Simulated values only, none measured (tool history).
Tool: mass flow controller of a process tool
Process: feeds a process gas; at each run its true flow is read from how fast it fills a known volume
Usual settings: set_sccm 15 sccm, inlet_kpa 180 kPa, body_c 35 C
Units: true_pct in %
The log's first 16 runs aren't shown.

run	day	set_sccm	inlet_kpa	body_c	true_pct
17	76.671	7	149	28	98.01
18	81.067	7	149	28	97.91
19	85.421	7	149	28	97.97
20	88.488	7	180	35	98.43
# day 91.754: controller's zero set anew
21	93.071	7	180	35	98.30
22	98.175	7	180	35	98.44
23	104.342	15	180	35	98.60
# day 105.683: gauge calibrated
24	109.675	15	210	35	99.58
25	115.067	25	180	35	99.77
26	121.725	25	180	30	99.40
27	127.250	25	180	30	99.24
28	132.788	40	228	35	100.16
29	137.221	10	228	26	98.57
30	141.542	10	228	26	98.34
31	145.521	28	180	26	99.09
32	148.921	28	180	26	98.93
33	155.417	28	183	22	98.48
34	159.471	5	183	25	98.01
35	163.521	5	183	25	97.96
36	170.133	5	266	30	98.40
37	175.712	5	266	30	98.34
38	181.571	16	180	36	98.99
39	185.417	15	180	27	98.34
40	190.625	10	263	35	98.69

Forecast run 41:
41	197.429	7	180	35	?

Run 41 gave true_pct 98.38 %.
Without the tool's hidden state the same run would have given true_pct 99.29 %.
